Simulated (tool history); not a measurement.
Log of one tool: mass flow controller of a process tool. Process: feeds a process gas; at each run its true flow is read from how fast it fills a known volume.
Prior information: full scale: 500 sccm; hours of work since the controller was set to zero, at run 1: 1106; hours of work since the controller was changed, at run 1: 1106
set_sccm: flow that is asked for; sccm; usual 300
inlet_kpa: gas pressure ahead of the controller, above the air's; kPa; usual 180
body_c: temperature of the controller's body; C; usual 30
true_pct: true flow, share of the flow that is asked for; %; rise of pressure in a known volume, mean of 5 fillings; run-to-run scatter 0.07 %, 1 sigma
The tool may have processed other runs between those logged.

| run | hour | set_sccm | inlet_kpa | body_c | hours of work since the controller was set to zero | hours of work since the controller was changed | true_pct |
|---|---|---|---|---|---|---|---|
| 1 | 0 | 300 | 180 | 30 | 1106 | 1106 | 98.51 |
| 2 | 295.7 | 300 | 243 | 30 | 1197 | 1197 | 98.2 |
| 3 | 546.1 | 300 | 243 | 30 | 1274 | 1274 | 98.16 |
| 4 | 806.9 | 300 | 243 | 30 | 1355 | 1355 | 98.01 |
| 5 | 1118.9 | 380 | 180 | 30 | 1451 | 1451 | 98.48 |
| 6 | 1451.3 | 85 | 180 | 30 | 1553 | 1553 | 96.67 |
| 7 | 1780.9 | 85 | 180 | 28 | 1654 | 1654 | 96.63 |
| 8 | 1934.8 | 85 | 180 | 28 | 1702 | 1702 | 96.62 |
| 9 | 2095.2 | 85 | 180 | 28 | 1751 | 1751 | 96.58 |
| 10 | 2243.6 | 85 | 180 | 29 | 1797 | 1797 | 96.48 |
| 11 | 2508.4 | 85 | 180 | 21 | 1878 | 1878 | 96.94 |
| 12 | 2681.1 | 85 | 180 | 21 | 1931 | 1931 | 96.9 |
| 13 | 2850 | 85 | 145 | 21 | 1983 | 1983 | 96.94 |
| 14 | 3057.7 | 85 | 145 | 21 | 2047 | 2047 | 96.89 |
| 15 | 3358.2 | 85 | 145 | 21 | 2140 | 2140 | 96.71 |
| 16 | 3497.1 | 300 | 180 | 34 | 2182 | 2182 | 96.79 |
| 17 | 3776.1 | 300 | 180 | 34 | 2268 | 2268 | 96.64 |
| 18 | 4043.9 | 300 | 180 | 30 | 2351 | 2351 | 96.95 |
| 19 | 4225.7 | 300 | 180 | 30 | 2407 | 2407 | 96.85 |
| 20 | 4499.2 | 300 | 180 | 30 | 2491 | 2491 | 96.9 |
| 21 | 4686.9 | 300 | 180 | 30 | 2549 | 2549 | 96.66 |
| 22 | 4908 | 300 | 180 | 30 | 2617 | 2617 | 96.55 |
| 23 | 5148.8 | 300 | 180 | 30 | 2691 | 2691 | 96.39 |
| 24 | 5396.4 | 300 | 180 | 30 | 2767 | 2767 | 96.37 |
| 25 | 5606.5 | 85 | 178 | 26 | 2831 | 2831 | 95.44 |
| 26 | 5850 | 55 | 180 | 30 | 2906 | 2906 | 94.84 |
| 27 | 6030.7 | 148 | 180 | 30 | 2962 | 2962 | 95.18 |
| 28 | 6279.2 | 70 | 180 | 30 | 3038 | 3038 | 94.62 |
| 29 | 6610.9 | 70 | 180 | 30 | 3141 | 3141 | 94.62 |
| 30 | 6874.9 | 96 | 199 | 30 | 3222 | 3222 | 94.67 |
| 31 | 7107.1 | 203 | 180 | 35 | 3293 | 3293 | 94.77 |
|  | 7163.1 | gauge calibrated |
| 32 | 7261.9 | 71 | 155 | 40 | 3341 | 3341 | 96.26 |
| 33 | 7427.9 | 71 | 155 | 40 | 3392 | 3392 | 96.28 |
| 34 | 7576.6 | 71 | 155 | 40 | 3438 | 3438 | 96.18 |
| 35 | 7900.4 | 180 | 160 | 24 | 3537 | 3537 | 98.08 |
| 36 | 8094.7 | 124 | 180 | 31 | 3597 | 3597 | 97.1 |
| 37 | 8234.4 | 321 | 186 | 30 | 3640 | 3640 | 98.18 |
| 38 | 8487.7 | 300 | 180 | 26 | 3718 | 3718 | 98.35 |
| 39 | 8765.6 | 300 | 180 | 21 | 3804 | 3804 | 98.47 |
| 40 | 9089.1 | 300 | 180 | 38 | 3903 | 3903 | 97.17 |
| 41 | 9314.7 | 70 | 172 | 38 | 3972 | 3972 | 95.68 |
| 42 | 9548.6 | 68 | 250 | 38 | 4044 | 4044 | 95.42 |
| 43 | 9839.5 | 68 | 250 | 38 | 4134 | 4134 | 95.34 |
| 44 | 10161.9 | 68 | 250 | 38 | 4233 | 4233 | 95.21 |
| 45 | 10348.8 | 214 | 250 | 25 | 4291 | 4291 | 97.1 |
| 46 | 10609.3 | 154 | 162 | 30 | 4371 | 4371 | 96.41 |
| 47 | 10850.9 | 330 | 180 | 36 | 4445 | 4445 | 96.88 |

Below are 3 alternative next runs, each starting from the tool's condition after run 47. Predict each:
| A | 11100.9 | 269 | 180 | 36 | 4522 | 4522 | ? |
| B | 11100.9 | 150 | 196 | 26 | 4522 | 4522 | ? |
| C | 11100.9 | 165 | 201 | 24 | 4522 | 4522 | ? |

| run | true_pct |
|---|---|
| A | 96.28 |
| B | 96.36 |
| C | 96.73 |
Without the tool's hidden state the same runs would have given:
| run | true_pct |
|---|---|
| A | 97.78 |
| B | 97.87 |
| C | 98.24 |

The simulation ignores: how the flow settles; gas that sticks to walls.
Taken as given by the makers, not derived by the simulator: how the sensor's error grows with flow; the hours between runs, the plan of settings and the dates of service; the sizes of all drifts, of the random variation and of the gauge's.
